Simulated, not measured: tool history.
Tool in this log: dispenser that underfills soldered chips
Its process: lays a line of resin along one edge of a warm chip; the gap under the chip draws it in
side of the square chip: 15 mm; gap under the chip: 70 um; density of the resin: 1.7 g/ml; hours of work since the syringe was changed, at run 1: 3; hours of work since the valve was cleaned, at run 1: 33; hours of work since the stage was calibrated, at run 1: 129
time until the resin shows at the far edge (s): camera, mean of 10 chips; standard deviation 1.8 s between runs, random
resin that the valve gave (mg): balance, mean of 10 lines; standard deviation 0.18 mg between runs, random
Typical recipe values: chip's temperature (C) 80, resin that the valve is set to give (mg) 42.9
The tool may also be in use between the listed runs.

run	hour	chip's temperature (C)	resin that the valve is set to give (mg)	hours of work since the syringe was changed	hours of work since the valve was cleaned	hours of work since the stage was calibrated	time until the resin shows at the far edge (s)	resin that the valve gave (mg)
1	0.0	80	42.9	3	33	129	211.8	41.64
2	4.3	80	42.9	6	37	132	266.0	41.26
# hour 7.1: new syringe of resin
3	10.2	80	52.5	2	41	137	208.2	50.36
4	15.3	80	52.5	6	45	140	270.6	50.00
# hour 17.8: new syringe of resin
5	18.7	80	52.5	1	47	143	183.8	50.10
6	21.6	95	42.9	3	49	145	105.0	41.00
7	26.6	93	42.9	7	53	149	152.1	41.02
# hour 28.3: new syringe of resin
8	32.2	93	42.9	3	57	153	114.5	40.52
9	37.6	80	42.9	7	61	157	289.9	40.79
# hour 38.7: new syringe of resin
10	40.4	80	42.9	1	63	159	192.8	40.43
11	42.8	89	42.9	3	65	161	140.2	40.38
# hour 45.0: dispensing valve cleaned and set on the balance
12	49.2	89	42.9	7	3	165	187.3	43.00
# hour 50.1: new syringe of resin
13	51.8	80	42.9	1	5	166	189.7	42.76
14	56.2	80	42.9	5	8	170	241.9	42.69
# hour 60.5: new syringe of resin
15	60.9	80	42.9	0	12	173	180.6	42.37
16	65.5	80	42.9	4	15	177	231.6	42.42
17	70.4	80	42.9	8	19	180	302.4	42.45
# hour 71.0: new syringe of resin
18	76.3	80	52.1	4	23	185	223.3	51.39
# hour 81.4: new syringe of resin
19	82.3	93	45.7	1	27	189	97.4	44.77
20	86.7	93	45.7	4	31	192	122.2	44.39
# hour 91.8: new syringe of resin
21	91.9	74	46.3	0	34	196	232.6	44.81
22	96.2	80	46.0	3	38	199	216.1	44.50
23	101.7	80	54.4	7	42	204	288.4	52.77
# hour 102.3: new syringe of resin
24	104.5	83	54.4	2	44	205	165.8	52.33
25	107.5	87	45.3	4	46	208	161.2	43.47
26	110.8	82	50.9	6	49	210	242.8	48.62
# hour 113.0: new syringe of resin
27	115.5	82	50.9	2	52	214	173.5	48.79

Run 28, settings as shown, results not yet in. Your forecast:
28	119.0	94	38.0	5	55	216	?	?

{"run 28": {"time until the resin shows at the far edge (s)": 120.4, "resin that the valve gave (mg)": 36.28}}
With the hidden condition absent and the run-to-run variation left alone, this run would have shown time until the resin shows at the far edge (s) 91.2, resin that the valve gave (mg) 38.06.
